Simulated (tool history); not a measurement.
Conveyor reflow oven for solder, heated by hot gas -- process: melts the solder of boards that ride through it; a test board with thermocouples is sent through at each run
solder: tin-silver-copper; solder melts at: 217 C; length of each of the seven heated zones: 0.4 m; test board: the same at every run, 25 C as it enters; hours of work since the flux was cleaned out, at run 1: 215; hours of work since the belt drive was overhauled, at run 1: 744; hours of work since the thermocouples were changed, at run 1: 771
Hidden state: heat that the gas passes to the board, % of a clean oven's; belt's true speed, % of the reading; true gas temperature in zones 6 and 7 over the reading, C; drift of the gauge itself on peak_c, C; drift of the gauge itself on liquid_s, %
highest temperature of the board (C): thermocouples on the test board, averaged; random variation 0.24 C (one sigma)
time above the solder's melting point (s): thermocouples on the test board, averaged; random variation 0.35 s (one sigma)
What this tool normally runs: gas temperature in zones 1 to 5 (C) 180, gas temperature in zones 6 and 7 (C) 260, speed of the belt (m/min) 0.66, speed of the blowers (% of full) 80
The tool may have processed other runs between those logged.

run	day	gas temperature in zones 1 to 5 (C)	gas temperature in zones 6 and 7 (C)	speed of the belt (m/min)	speed of the blowers (% of full)	hours of work since the flux was cleaned out	hours of work since the belt drive was overhauled	hours of work since the thermocouples were changed	highest temperature of the board (C)	time above the solder's melting point (s)
1	0	180	260	0.66	80	215	744	771	245.6	52.9
2	1.596	180	260	0.633	80	232	761	789	246.4	56.9
3	2.5	180	260	0.633	80	242	771	798	246.9	56.6
4	3.742	180	260	0.66	81	256	785	812	245.8	53.1
5	5.054	180	275	0.66	80	270	799	826	258.6	61.8
6	5.971	180	260	0.66	80	280	809	836	245.2	52.8
7	7.371	180	270	0.66	80	295	824	851	253.4	58.4
# day 8.6: thermocouples of zones 6 and 7 changed
8	9.358	180	270	0.66	80	316	845	8	255.7	59.4
# day 9.908: flux residue cleaned out of gas plates and filters
9	11.354	180	270	0.66	80	16	864	28	255.9	60.6
10	12.875	180	270	0.66	80	32	881	44	256.8	60.6
11	14.562	180	270	0.66	80	51	899	63	256.4	60.1
12	15.683	180	270	0.66	80	63	911	75	256.6	60.1
13	17.154	180	270	0.66	72	79	927	91	254.7	59.6
14	18.433	180	270	0.66	72	93	941	105	254.6	59
15	19.862	180	251	0.66	72	108	957	120	238.3	46
16	20.892	194	260	0.66	80	119	968	131	249.4	63.3
17	21.858	194	260	0.767	90	130	978	142	247.3	52
18	23.183	180	260	0.66	64	144	993	156	243.6	50.8
19	24.829	172	260	0.66	72	162	1011	174	244.3	48
20	26.362	172	260	0.66	72	179	1027	191	243.8	47.8
21	27.683	172	263	0.66	72	193	1042	205	246.4	50.1

What will run 22 give?
22	29.567	171	260	0.545	81	214	1062	226	?	?

highest temperature of the board (C): 250.7
time above the solder's melting point (s): 66.9
Had the tool carried no hidden state, the very same run would have given highest temperature of the board (C) 250.8, time above the solder's melting point (s) 65.5.

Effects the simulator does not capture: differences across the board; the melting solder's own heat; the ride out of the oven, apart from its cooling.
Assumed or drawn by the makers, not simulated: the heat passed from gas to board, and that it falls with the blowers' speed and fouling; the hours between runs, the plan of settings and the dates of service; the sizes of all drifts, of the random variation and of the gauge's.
